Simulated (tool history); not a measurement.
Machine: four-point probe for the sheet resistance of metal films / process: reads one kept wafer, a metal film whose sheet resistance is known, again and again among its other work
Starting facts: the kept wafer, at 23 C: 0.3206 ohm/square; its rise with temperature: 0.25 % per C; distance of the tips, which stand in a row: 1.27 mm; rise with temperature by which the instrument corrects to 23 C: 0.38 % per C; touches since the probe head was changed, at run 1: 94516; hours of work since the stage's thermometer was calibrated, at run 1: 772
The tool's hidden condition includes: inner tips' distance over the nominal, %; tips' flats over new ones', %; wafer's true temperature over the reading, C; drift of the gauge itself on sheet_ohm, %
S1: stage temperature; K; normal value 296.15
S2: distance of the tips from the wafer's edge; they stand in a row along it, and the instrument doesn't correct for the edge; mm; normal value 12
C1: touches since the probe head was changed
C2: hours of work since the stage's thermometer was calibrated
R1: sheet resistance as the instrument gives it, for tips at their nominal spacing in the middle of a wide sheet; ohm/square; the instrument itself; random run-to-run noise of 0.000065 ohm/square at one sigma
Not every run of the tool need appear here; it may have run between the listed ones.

run 1 hour=0.0 | S1=296.15 S2=12 | C1=94516 C2=772 | R1=0.324463
run 2 hour=43.7 | S1=296.15 S2=12 | C1=95724 C2=794 | R1=0.324516
run 3 hour=84.8 | S1=296.15 S2=12 | C1=96859 C2=815 | R1=0.324613
run 4 hour=145.4 | S1=300.15 S2=12 | C1=98533 C2=846 | R1=0.322902
run 5 hour=217.8 | S1=300.15 S2=19 | C1=100534 C2=882 | R1=0.321921
run 6 hour=296.2 | S1=300.15 S2=19 | C1=102701 C2=922 | R1=0.321952
run 7 hour=349.4 | S1=300.15 S2=19 | C1=104172 C2=949 | R1=0.321935
-- hour=430.7 new probe head fitted
run 8 hour=444.2 | S1=300.15 S2=19 | C1=372 C2=996 | R1=0.319877
run 9 hour=534.6 | S1=300.15 S2=19 | C1=2871 C2=1042 | R1=0.319918
run 10 hour=627.1 | S1=300.15 S2=19 | C1=5426 C2=1089 | R1=0.320015
run 11 hour=682.3 | S1=300.15 S2=19 | C1=6953 C2=1116 | R1=0.320064
run 12 hour=740.4 | S1=300.15 S2=19 | C1=8555 C2=1146 | R1=0.320206
run 13 hour=839.2 | S1=300.15 S2=19 | C1=11287 C2=1196 | R1=0.320089
run 14 hour=936.1 | S1=300.15 S2=19 | C1=13964 C2=1245 | R1=0.320297
run 15 hour=1025.2 | S1=300.15 S2=19 | C1=16426 C2=1290 | R1=0.320339
run 16 hour=1104.4 | S1=293.15 S2=19 | C1=18615 C2=1330 | R1=0.323281
run 17 hour=1164.1 | S1=293.15 S2=19 | C1=20265 C2=1360 | R1=0.323253
run 18 hour=1214.0 | S1=293.15 S2=19 | C1=21643 C2=1385 | R1=0.323410
run 19 hour=1302.1 | S1=293.15 S2=19 | C1=24076 C2=1430 | R1=0.323277
run 20 hour=1394.1 | S1=296.15 S2=6 | C1=26620 C2=1476 | R1=0.329009
run 21 hour=1464.5 | S1=296.15 S2=6 | C1=28563 C2=1512 | R1=0.329136
run 22 hour=1529.7 | S1=296.15 S2=9 | C1=30365 C2=1545 | R1=0.325095
run 23 hour=1628.8 | S1=302.15 S2=9 | C1=33104 C2=1595 | R1=0.322723
run 24 hour=1683.4 | S1=302.15 S2=10 | C1=34613 C2=1622 | R1=0.322075
run 25 hour=1754.0 | S1=307.15 S2=10 | C1=36564 C2=1658 | R1=0.320110
run 26 hour=1829.6 | S1=294.15 S2=62 | C1=38651 C2=1696 | R1=0.322744
run 27 hour=1877.4 | S1=294.15 S2=62 | C1=39973 C2=1720 | R1=0.322781
-- hour=1884.9 stage's thermometer calibrated
run 28 hour=1951.1 | S1=294.15 S2=62 | C1=41996 C2=33 | R1=0.322971
run 29 hour=2037.6 | S1=302.15 S2=18 | C1=44385 C2=77 | R1=0.320570
run 30 hour=2111.0 | S1=302.15 S2=18 | C1=46413 C2=114 | R1=0.320547
run 31 hour=2173.6 | S1=302.15 S2=18 | C1=48145 C2=146 | R1=0.320599
-- hour=2214.2 stage's thermometer calibrated, once more
run 32 hour=2219.7 | S1=298.15 S2=27 | C1=49403 C2=3 | R1=0.321445
run 33 hour=2306.7 | S1=298.15 S2=8 | C1=51806 C2=47 | R1=0.325591
run 34 hour=2391.1 | S1=296.15 S2=74 | C1=54140 C2=89 | R1=0.322125
run 35 hour=2468.2 | S1=298.15 S2=4 | C1=56269 C2=128 | R1=0.337814
run 36 hour=2540.3 | S1=298.15 S2=4 | C1=58262 C2=165 | R1=0.337859
run 37 hour=2620.0 | S1=297.15 S2=42 | C1=60464 C2=205 | R1=0.321999
run 38 hour=2666.8 | S1=297.15 S2=42 | C1=61756 C2=229 | R1=0.322020
run 39 hour=2745.5 | S1=295.15 S2=25 | C1=63932 C2=268 | R1=0.323233
run 40 hour=2827.8 | S1=295.15 S2=25 | C1=66207 C2=310 | R1=0.323340
run 41 hour=2920.7 | S1=295.15 S2=25 | C1=68773 C2=357 | R1=0.323263

Below, each run's measurement less what the same run would have read without the hidden state. Both values contain the same run-to-run variation, but the gauge's scatter may not be the same in both:
run=1 R1=+0.001925
run=2 R1=+0.001960
run=3 R1=+0.001991
run=4 R1=+0.002024
run=5 R1=+0.002074
run=6 R1=+0.002126
run=7 R1=+0.002168
run=8 R1=+0.000136
run=9 R1=+0.000197
run=10 R1=+0.000265
run=11 R1=+0.000309
run=12 R1=+0.000356
run=13 R1=+0.000437
run=14 R1=+0.000510
run=15 R1=+0.000579
run=16 R1=+0.000646
run=17 R1=+0.000690
run=18 R1=+0.000725
run=19 R1=+0.000787
run=20 R1=+0.000869
run=21 R1=+0.000925
run=22 R1=+0.000962
run=23 R1=+0.001034
run=24 R1=+0.001071
run=25 R1=+0.001118
run=26 R1=+0.001189
run=27 R1=+0.001223
run=28 R1=+0.001360
run=29 R1=+0.001407
run=30 R1=+0.001455
run=31 R1=+0.001500
run=32 R1=+0.001356
run=33 R1=+0.001436
run=34 R1=+0.001481
run=35 R1=+0.001608
run=36 R1=+0.001665
run=37 R1=+0.001652
run=38 R1=+0.001686
run=39 R1=+0.001751
run=40 R1=+0.001813
run=41 R1=+0.001883

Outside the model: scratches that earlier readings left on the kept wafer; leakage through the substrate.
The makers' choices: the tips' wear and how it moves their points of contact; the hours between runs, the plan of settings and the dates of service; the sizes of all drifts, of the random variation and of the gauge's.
